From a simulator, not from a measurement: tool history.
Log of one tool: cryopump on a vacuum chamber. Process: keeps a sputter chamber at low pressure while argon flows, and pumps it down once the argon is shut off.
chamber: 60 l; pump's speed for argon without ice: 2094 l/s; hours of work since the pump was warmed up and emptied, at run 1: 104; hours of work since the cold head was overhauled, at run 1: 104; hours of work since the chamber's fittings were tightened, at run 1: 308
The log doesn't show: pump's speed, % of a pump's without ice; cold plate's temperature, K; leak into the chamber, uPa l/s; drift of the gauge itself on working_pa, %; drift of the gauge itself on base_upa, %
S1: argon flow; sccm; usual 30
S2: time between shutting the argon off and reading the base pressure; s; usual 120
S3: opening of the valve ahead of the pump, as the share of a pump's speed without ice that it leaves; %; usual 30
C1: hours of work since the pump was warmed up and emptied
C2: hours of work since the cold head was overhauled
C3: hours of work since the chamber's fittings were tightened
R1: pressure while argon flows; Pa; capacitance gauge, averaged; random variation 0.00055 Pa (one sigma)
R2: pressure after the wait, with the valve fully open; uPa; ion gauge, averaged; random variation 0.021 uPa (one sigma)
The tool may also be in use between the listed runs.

run    hour  S1   S2  S3   C1   C2    C3      R1    R2
  1     0.0  30  120  30  104  104   308  0.0812  0.62
  2    25.8  30  120  30  125  125   329  0.0809  0.59
  3    68.2  30  120  30  159  159   363  0.0810  0.63
  4   123.3  30  120  30  204  204   408  0.0814  0.59
  5   168.5  30  120  30  240  240   444  0.0814  0.62
  6   209.5  30  210  30  274  274   478  0.0815  0.49
  7   238.1  30  210  30  297  297   501  0.0818  0.53
  8   270.9  30  210  30  323  323   527  0.0817  0.54
  9   297.9  30  210  30  345  345   549  0.0810  0.53
 10   355.9  30  210  30  392  392   596  0.0819  0.58
 11   403.1  30  210  30  431  431   635  0.0823  0.61
 12   452.1  30  210  30  470  470   674  0.0828  0.63
 13   491.9  29   64  30  503  503   707  0.0804  1.02
 14   548.9  30   21  30  549  549   753  0.0828  2.25
 15   590.8  15  120  58  583  583   787  0.0221  0.80
 16   644.2  30   79  30  626  626   830  0.0837  0.98
 17   703.4  45   41  56  674  674   878  0.0696  1.48
 18   748.0  44   80  56  710  710   914  0.0675  1.02
 19   781.9  25   46  27  738  738   942  0.0780  1.42
 20   814.2  25   46  54  764  764   968  0.0395  1.40
 21   851.8  30  120  23  795  795   999  0.1082  0.96
 22   909.8  17  120  17  842  842  1046  0.0835  0.95
 23   941.2  39  134  30  867  867  1071  0.1104  0.92
 24  1002.1  30   44  30  916  916  1120  0.0852  1.48

Measured less the same run without the tool's hidden state. The same run-to-run variation is in both; the gauge's scatter may not be:
run       R1     R2
  1  +0.0006  +0.13
  2  +0.0006  +0.13
  3  +0.0007  +0.15
  4  +0.0010  +0.16
  5  +0.0011  +0.18
  6  +0.0012  +0.19
  7  +0.0014  +0.21
  8  +0.0015  +0.21
  9  +0.0016  +0.23
 10  +0.0017  +0.25
 11  +0.0020  +0.27
 12  +0.0022  +0.30
 13  +0.0022  +0.30
 14  +0.0025  +0.33
 15  +0.0014  +0.34
 16  +0.0029  +0.37
 17  +0.0047  +0.39
 18  +0.0048  +0.41
 19  +0.0029  +0.43
 20  +0.0030  +0.43
 21  +0.0038  +0.47
 22  +0.0023  +0.49
 23  +0.0053  +0.50
 24  +0.0044  +0.52
